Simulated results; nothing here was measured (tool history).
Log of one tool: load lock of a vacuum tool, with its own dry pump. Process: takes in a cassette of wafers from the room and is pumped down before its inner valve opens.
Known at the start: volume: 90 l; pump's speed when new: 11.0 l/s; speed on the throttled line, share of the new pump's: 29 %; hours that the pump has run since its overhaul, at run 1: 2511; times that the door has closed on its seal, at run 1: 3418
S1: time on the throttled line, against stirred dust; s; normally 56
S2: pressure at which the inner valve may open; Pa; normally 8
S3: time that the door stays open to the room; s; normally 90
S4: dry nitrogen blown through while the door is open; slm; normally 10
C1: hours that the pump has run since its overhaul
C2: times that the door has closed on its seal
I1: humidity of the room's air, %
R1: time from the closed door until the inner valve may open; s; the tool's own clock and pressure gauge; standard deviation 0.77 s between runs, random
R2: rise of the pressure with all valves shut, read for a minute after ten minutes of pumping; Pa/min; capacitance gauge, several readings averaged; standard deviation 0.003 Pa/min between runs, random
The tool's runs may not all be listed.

run 1 hour=0.0 | S1=56 S2=8 S3=90 S4=10 | C1=2511 C2=3418 | I1=48.8 | R1=119.7 R2=0.067
run 2 hour=288.0 | S1=56 S2=8 S3=90 S4=10 | C1=2799 C2=4823 | I1=46.4 | R1=120.7 R2=0.074
run 3 hour=610.9 | S1=56 S2=8 S3=90 S4=10 | C1=3122 C2=6399 | I1=48.3 | R1=120.8 R2=0.083
run 4 hour=874.8 | S1=56 S2=8 S3=90 S4=10 | C1=3386 C2=7687 | I1=44.7 | R1=121.2 R2=0.082
run 5 hour=1133.1 | S1=56 S2=8 S3=34 S4=10 | C1=3644 C2=8948 | I1=45.5 | R1=121.2 R2=0.077
run 6 hour=1486.5 | S1=47 S2=8 S3=34 S4=10 | C1=3998 C2=10672 | I1=45.4 | R1=113.7 R2=0.093
run 7 hour=1770.2 | S1=56 S2=8 S3=29 S4=10 | C1=4281 C2=12056 | I1=45.6 | R1=121.5 R2=0.094
run 8 hour=1963.1 | S1=56 S2=8 S3=90 S4=10 | C1=4474 C2=12998 | I1=43.8 | R1=121.3 R2=0.119
run 9 hour=2229.7 | S1=56 S2=8 S3=90 S4=10 | C1=4741 C2=14299 | I1=46.7 | R1=122.8 R2=0.131
run 10 hour=2618.7 | S1=56 S2=8 S3=90 S4=10 | C1=5130 C2=16198 | I1=44.3 | R1=121.6 R2=0.153
run 11 hour=2923.1 | S1=56 S2=8 S3=34 S4=10 | C1=5434 C2=17683 | I1=42.0 | R1=121.7 R2=0.149
run 12 hour=3222.3 | S1=56 S2=8 S3=34 S4=10 | C1=5734 C2=19143 | I1=47.2 | R1=122.6 R2=0.165
run 13 hour=3496.4 | S1=56 S2=8 S3=90 S4=10 | C1=6008 C2=20480 | I1=46.5 | R1=123.0 R2=0.196
run 14 hour=3714.6 | S1=56 S2=8 S3=90 S4=18 | C1=6226 C2=21546 | I1=46.6 | R1=122.8 R2=0.196
run 15 hour=4078.2 | S1=56 S2=8 S3=90 S4=18 | C1=6589 C2=23320 | I1=44.0 | R1=123.7 R2=0.223
run 16 hour=4268.5 | S1=56 S2=8 S3=90 S4=18 | C1=6780 C2=24248 | I1=47.4 | R1=123.2 R2=0.229
run 17 hour=4538.5 | S1=56 S2=8 S3=90 S4=18 | C1=7050 C2=25566 | I1=47.9 | R1=125.4 R2=0.254
run 18 hour=4747.1 | S1=56 S2=8 S3=90 S4=18 | C1=7258 C2=26584 | I1=45.4 | R1=123.2 R2=0.266
run 19 hour=4940.4 | S1=56 S2=6 S3=154 S4=18 | C1=7452 C2=27527 | I1=43.6 | R1=128.3 R2=0.285
run 20 hour=5209.8 | S1=56 S2=6 S3=154 S4=18 | C1=7721 C2=28842 | I1=46.2 | R1=127.4 R2=0.309
run 21 hour=5428.3 | S1=69 S2=15 S3=46 S4=5 | C1=7940 C2=29908 | I1=46.9 | R1=126.4 R2=0.317
run 22 hour=5878.7 | S1=53 S2=8 S3=33 S4=15 | C1=8390 C2=32106 | I1=48.4 | R1=122.9 R2=0.330
run 23 hour=6294.7 | S1=34 S2=9 S3=56 S4=36 | C1=8806 C2=34136 | I1=43.1 | R1=108.5 R2=0.357
run 24 hour=6704.4 | S1=56 S2=10 S3=90 S4=17 | C1=9216 C2=36136 | I1=45.9 | R1=122.4 R2=0.406
run 25 hour=7145.9 | S1=56 S2=10 S3=90 S4=17 | C1=9657 C2=38290 | I1=46.1 | R1=125.1 R2=0.444
run 26 hour=7359.3 | S1=32 S2=8 S3=90 S4=24 | C1=9871 C2=39332 | I1=47.1 | R1=111.8 R2=0.462
run 27 hour=7636.4 | S1=41 S2=13 S3=149 S4=7 | C1=10148 C2=40684 | I1=45.7 | R1=111.5 R2=0.516
run 28 hour=7902.4 | S1=41 S2=13 S3=149 S4=7 | C1=10414 C2=41982 | I1=44.7 | R1=111.5 R2=0.535
run 29 hour=8262.6 | S1=41 S2=13 S3=149 S4=7 | C1=10774 C2=43740 | I1=41.9 | R1=113.3 R2=0.570
run 30 hour=8536.5 | S1=41 S2=13 S3=149 S4=7 | C1=11048 C2=45076 | I1=44.8 | R1=111.8 R2=0.596
run 31 hour=8725.4 | S1=101 S2=8 S3=90 S4=10 | C1=11237 C2=45998 | I1=43.7 | R1=158.0 R2=0.586
run 32 hour=8975.0 | S1=46 S2=10 S3=90 S4=9 | C1=11486 C2=47216 | I1=46.7 | R1=118.0 R2=0.620
run 33 hour=9404.5 | S1=46 S2=10 S3=90 S4=9 | C1=11916 C2=49312 | I1=43.9 | R1=118.7 R2=0.660
run 34 hour=9662.5 | S1=56 S2=9 S3=193 S4=43 | C1=12174 C2=50572 | I1=42.2 | R1=128.9 R2=0.689
-- hour=9839.7 door's seal changed, seat wiped
run 35 hour=9961.0 | S1=56 S2=14 S3=90 S4=14 | C1=12471 C2=592 | I1=48.3 | R1=123.2 R2=0.051

Here are 3 independent what-if runs from the current tool condition. What would each one return?
run A hour=10253.4 | S1=56 S2=8 S3=90 S4=7 | C1=12763 C2=2019 | I1=43.4 | R1=? R2=?
run B hour=10253.4 | S1=56 S2=14 S3=47 S4=14 | C1=12763 C2=2019 | I1=46.2 | R1=? R2=?
run C hour=10253.4 | S1=56 S2=13 S3=62 S4=23 | C1=12763 C2=2019 | I1=47.0 | R1=? R2=?

run=A R1=128.6 R2=0.062
run=B R1=122.3 R2=0.042
run=C R1=125.5 R2=0.040
Without the tool's hidden state the same runs would have given:
run=A R1=116.9 R2=0.053
run=B R1=111.8 R2=0.033
run=C R1=114.7 R2=0.031
